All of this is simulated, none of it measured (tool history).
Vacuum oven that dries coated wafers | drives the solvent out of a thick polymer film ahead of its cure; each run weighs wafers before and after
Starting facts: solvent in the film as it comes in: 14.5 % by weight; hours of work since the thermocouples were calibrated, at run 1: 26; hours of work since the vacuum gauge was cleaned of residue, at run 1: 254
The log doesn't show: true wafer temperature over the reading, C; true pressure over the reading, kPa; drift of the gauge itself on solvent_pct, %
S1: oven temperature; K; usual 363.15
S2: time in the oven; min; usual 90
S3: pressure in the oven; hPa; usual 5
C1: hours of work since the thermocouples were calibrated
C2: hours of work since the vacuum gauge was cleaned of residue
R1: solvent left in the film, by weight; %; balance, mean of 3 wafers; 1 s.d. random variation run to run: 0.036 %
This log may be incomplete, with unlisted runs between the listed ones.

Run 1, hour 0: usual settings; C1 26; C2 254. Result: R1 1.34 %.
Run 2, hour 12.2: usual settings; C1 35; C2 263. Result: R1 1.4 %.
Run 3, hour 20.1: usual settings; C1 41; C2 269. Result: R1 1.39 %.
Run 4, hour 31.9: usual settings; C1 50; C2 278. Result: R1 1.36 %.
Run 5, hour 42.1: usual settings; C1 58; C2 286. Result: R1 1.36 %.
Run 6, hour 48.6: usual settings; C1 63; C2 291. Result: R1 1.47 %.
Run 7, hour 55.9: usual settings; C1 69; C2 296. Result: R1 1.4 %.
Run 8, hour 61.7: usual settings; C1 73; C2 301. Result: R1 1.41 %.
Run 9, hour 72.1: usual settings; C1 81; C2 309. Result: R1 1.36 %.
Run 10, hour 85.6: usual settings; C1 91; C2 319. Result: R1 1.37 %.
Run 11, hour 98.5: usual settings; C1 101; C2 329. Result: R1 1.38 %.
Run 12, hour 104.7: usual settings; C1 106; C2 333. Result: R1 1.42 %.
Run 13, hour 111.5: usual settings; C1 111; C2 339. Result: R1 1.39 %.
Run 14, hour 122.2: usual settings; C1 119; C2 347. Result: R1 1.32 %.
Run 15, hour 134.9: usual settings but S1 378.15 K; C1 129; C2 356. Result: R1 0.26 %.
Run 16, hour 143.7: usual settings but S3 4.01 hPa; C1 135; C2 363. Result: R1 1.28 %.
Run 17, hour 154.8: usual settings but S2 57 min; C1 144; C2 372. Result: R1 2.86 %.
Run 18, hour 164.1: usual settings but S2 51 min; C1 151; C2 379. Result: R1 3.3 %.
Run 19, hour 171.1: usual settings but S2 51 min; C1 156; C2 384. Result: R1 3.25 %.
Run 20, hour 180.6: usual settings but S2 51 min; C1 163; C2 391. Result: R1 3.22 %.
Run 21, hour 193.6: usual settings but S1 349.15 K, S2 147 min, S3 3.42 hPa; C1 173; C2 401. Result: R1 2.67 %.
Run 22, hour 199.6: usual settings but S1 367.15 K, S2 140 min, S3 5.37 hPa; C1 178; C2 406. Result: R1 0.39 %.
Run 23, hour 207.4: usual settings but S1 353.15 K; C1 184; C2 412. Result: R1 3.65 %.
Run 24, hour 219.4: usual settings but S1 369.15 K, S2 132 min, S3 5.14 hPa; C1 193; C2 421. Result: R1 0.28 %.
Run 25, hour 228.6: usual settings but S1 369.15 K, S2 132 min, S3 5.14 hPa; C1 200; C2 428. Result: R1 0.36 %.
Run 26, hour 240.4: usual settings but S2 99 min, S3 4.06 hPa; C1 209; C2 437. Result: R1 1.07 %.
Run 27, hour 251: usual settings but S2 99 min, S3 4.06 hPa; C1 217; C2 445. Result: R1 1.11 %.
At hour 253.3: vacuum gauge cleaned of residue and calibrated.
Run 28, hour 259.5: usual settings but S1 365.15 K, S2 80 min, S3 7.5 hPa; C1 222; C2 5. Result: R1 1.47 %.
Run 29, hour 266.6: usual settings but S1 365.15 K, S2 80 min, S3 7.5 hPa; C1 228; C2 10. Result: R1 1.49 %.
At hour 275.7: vacuum gauge cleaned of residue and calibrated, once more.
Run 30, hour 279.7: usual settings but S1 365.15 K, S2 80 min, S3 7.5 hPa; C1 237; C2 3. Result: R1 1.36 %.
Run 31, hour 291.9: usual settings but S1 365.15 K, S2 80 min, S3 7.5 hPa; C1 246; C2 12. Result: R1 1.33 %.
Run 32, hour 297.9: usual settings but S2 58 min, S3 4.18 hPa; C1 250; C2 17. Result: R1 2.71 %.
Run 33, hour 311.5: usual settings but S2 58 min, S3 4.18 hPa; C1 261; C2 27. Result: R1 2.58 %.
Run 34, hour 319.1: usual settings but S2 58 min, S3 4.18 hPa; C1 267; C2 33. Result: R1 2.67 %.
Run 35, hour 326.8: usual settings but S1 376.15 K, S2 93 min; C1 272; C2 39. Result: R1 0.25 %.
Run 36, hour 336.9: usual settings but S1 355.15 K, S2 88 min, S3 4.31 hPa; C1 280; C2 47. Result: R1 2.97 %.
Run 37, hour 350.1: usual settings but S1 355.15 K, S2 88 min, S3 4.31 hPa; C1 290; C2 57. Result: R1 2.94 %.
Run 38, hour 356.4: usual settings but S1 366.15 K, S2 74 min, S3 4.31 hPa; C1 295; C2 61. Result: R1 1.24 %.
Run 39, hour 362.1: usual settings but S1 371.15 K, S2 57 min; C1 299; C2 66. Result: R1 1.21 %.

Consider 4 possible next runs. They are alternatives, not a sequence: every one starts from the tool as it was left by run 39. What does each give?
Run A, hour 372.7: usual settings but S1 373.15 K, S2 121 min; C1 307; C2 74. Result: R1 ?.
Run B, hour 372.7: usual settings but S1 372.15 K, S2 53 min, S3 5.33 hPa; C1 307; C2 74. Result: R1 ?.
Run C, hour 372.7: usual settings but S1 368.15 K, S2 115 min; C1 307; C2 74. Result: R1 ?.
Run D, hour 372.7: usual settings but S1 353.15 K, S2 57 min; C1 307; C2 74. Result: R1 ?.

run    R1
  A  0.19
  B  1.16
  C  0.44
  D  5.54
Take away the tool's hidden state, keep each run's random variation, and the runs would have read:
run    R1
  A  0.19
  B  1.17
  C  0.43
  D  5.56

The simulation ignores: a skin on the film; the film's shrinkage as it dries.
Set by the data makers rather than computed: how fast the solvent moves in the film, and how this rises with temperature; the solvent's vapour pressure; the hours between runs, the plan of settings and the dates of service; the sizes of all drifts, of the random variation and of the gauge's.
